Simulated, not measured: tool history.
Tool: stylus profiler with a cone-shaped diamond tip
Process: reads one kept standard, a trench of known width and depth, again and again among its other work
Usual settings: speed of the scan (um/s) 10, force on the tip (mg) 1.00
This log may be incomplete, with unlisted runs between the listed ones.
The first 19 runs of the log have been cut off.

run     day  speed of the scan (um/s)  force on the tip (mg)  scans with this tip  hours of work since the height scale was calibrated  depth of the trench (nm)  width of the trench's floor (um)
 20  22.271                        30                   0.80                 5157                                                   23                   1007.26                             14.69
 21  23.562                        12                   0.44                 5261                                                   39                   1004.55                             14.77
 22  25.133                        37                   0.59                 5388                                                   58                   1006.11                             14.54
 23  26.400                        10                   1.40                 5490                                                   74                   1010.14                             14.79
 24  27.704                         2                   1.00                 5596                                                   90                   1008.63                             14.81
 25  28.679                        37                   0.89                 5675                                                  102                   1007.71                             14.59
 26  30.171                         8                   0.47                 5795                                                  120                   1005.27                             14.63
 27  31.404                        25                   2.93                 5895                                                  135                   1016.72                             14.69
 28  32.979                         2                   1.38                 6022                                                  154                   1010.44                             14.73
 29  34.058                         3                   0.70                 6109                                                  167                   1007.14                             14.74
 30  35.617                        38                   0.53                 6235                                                  186                   1006.09                             14.30
 31  37.108                         7                   0.70                 6355                                                  205                   1007.38                             14.57
 32  38.246                         3                   2.60                 6447                                                  219                   1016.60                             14.64
 33  39.471                        10                   1.60                 6547                                                  234                   1012.11                             14.58

Branching from run 33: 5 alternative next runs. What would each branch give?
  A  40.442                         6                   1.34                 6625                                                  245                         ?                                 ?
  B  40.442                         8                   1.00                 6625                                                  245                         ?                                 ?
  C  40.442                        26                   1.00                 6625                                                  245                         ?                                 ?
  D  40.442                        27                   1.74                 6625                                                  245                         ?                                 ?
  E  40.442                         7                   1.11                 6625                                                  245                         ?                                 ?

run  depth of the trench (nm)  width of the trench's floor (um)
  A                   1011.56                             14.62
  B                   1009.28                             14.57
  C                   1009.00                             14.39
  D                   1012.71                             14.51
  E                   1010.12                             14.55
The same runs, with their run-to-run variation unchanged, on a tool lacking any hidden condition would have given:
run  depth of the trench (nm)  width of the trench's floor (um)
  A                   1010.66                             15.99
  B                   1008.38                             15.94
  C                   1008.10                             15.76
  D                   1011.80                             15.88
  E                   1009.22                             15.92
